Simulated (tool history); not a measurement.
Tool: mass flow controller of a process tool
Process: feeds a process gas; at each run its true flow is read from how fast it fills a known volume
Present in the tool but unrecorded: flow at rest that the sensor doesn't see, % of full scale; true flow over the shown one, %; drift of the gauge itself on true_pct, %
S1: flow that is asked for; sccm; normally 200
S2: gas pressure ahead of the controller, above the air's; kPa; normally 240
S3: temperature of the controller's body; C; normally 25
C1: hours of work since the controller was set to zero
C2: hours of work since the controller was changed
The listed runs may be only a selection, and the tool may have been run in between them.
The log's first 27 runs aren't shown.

run 28 hour=2197.8 | S1=383 S2=236 S3=28 | C1=126 C2=4407 | true_flow_(%)=98.98
run 29 hour=2254.2 | S1=200 S2=250 S3=26 | C1=169 C2=4450 | true_flow_(%)=98.27
run 30 hour=2361.8 | S1=95 S2=199 S3=25 | C1=251 C2=4532 | true_flow_(%)=97.54
run 31 hour=2445.8 | S1=95 S2=199 S3=25 | C1=315 C2=4596 | true_flow_(%)=97.55
run 32 hour=2548.9 | S1=95 S2=199 S3=25 | C1=394 C2=4674 | true_flow_(%)=97.54
run 33 hour=2625.6 | S1=252 S2=274 S3=38 | C1=452 C2=4733 | true_flow_(%)=99.34
run 34 hour=2712.9 | S1=252 S2=274 S3=38 | C1=519 C2=4799 | true_flow_(%)=99.32
run 35 hour=2772.3 | S1=213 S2=198 S3=38 | C1=564 C2=4844 | true_flow_(%)=98.64
run 36 hour=2884.5 | S1=213 S2=198 S3=38 | C1=649 C2=4930 | true_flow_(%)=98.83
run 37 hour=2976.1 | S1=164 S2=209 S3=25 | C1=719 C2=4999 | true_flow_(%)=97.75
run 38 hour=3074.1 | S1=200 S2=239 S3=25 | C1=793 C2=5074 | true_flow_(%)=98.12
run 39 hour=3142.3 | S1=200 S2=197 S3=29 | C1=845 C2=5126 | true_flow_(%)=98.15
run 40 hour=3218.1 | S1=200 S2=226 S3=24 | C1=903 C2=5184 | true_flow_(%)=98.05
run 41 hour=3315.1 | S1=200 S2=226 S3=24 | C1=977 C2=5258 | true_flow_(%)=98.03
run 42 hour=3410.3 | S1=200 S2=226 S3=24 | C1=1049 C2=5330 | true_flow_(%)=97.93
run 43 hour=3529.0 | S1=200 S2=226 S3=29 | C1=1140 C2=5420 | true_flow_(%)=98.38
run 44 hour=3595.1 | S1=200 S2=226 S3=29 | C1=1190 C2=5471 | true_flow_(%)=98.33
run 45 hour=3652.3 | S1=200 S2=226 S3=29 | C1=1234 C2=5514 | true_flow_(%)=98.43
run 46 hour=3717.8 | S1=180 S2=240 S3=25 | C1=1284 C2=5564 | true_flow_(%)=98.03
run 47 hour=3833.7 | S1=136 S2=254 S3=25 | C1=1372 C2=5652 | true_flow_(%)=98.19
run 48 hour=3952.4 | S1=116 S2=165 S3=24 | C1=1462 C2=5743 | true_flow_(%)=97.69
run 49 hour=4013.8 | S1=200 S2=143 S3=25 | C1=1509 C2=5790 | true_flow_(%)=97.54

Consider 3 possible next runs. They are alternatives, not a sequence: every one starts from the tool as it was left by run 49. What does each give?
run A hour=4111.5 | S1=58 S2=191 S3=25 | C1=1583 C2=5864 | true_flow_(%)=?
run B hour=4111.5 | S1=200 S2=150 S3=25 | C1=1583 C2=5864 | true_flow_(%)=?
run C hour=4111.5 | S1=87 S2=178 S3=25 | C1=1583 C2=5864 | true_flow_(%)=?

run=A true_flow_(%)=98.78
run=B true_flow_(%)=97.72
run=C true_flow_(%)=98.08
Had the tool no hidden state, the same runs would have come out as:
run=A true_flow_(%)=97.98
run=B true_flow_(%)=98.40
run=C true_flow_(%)=97.98
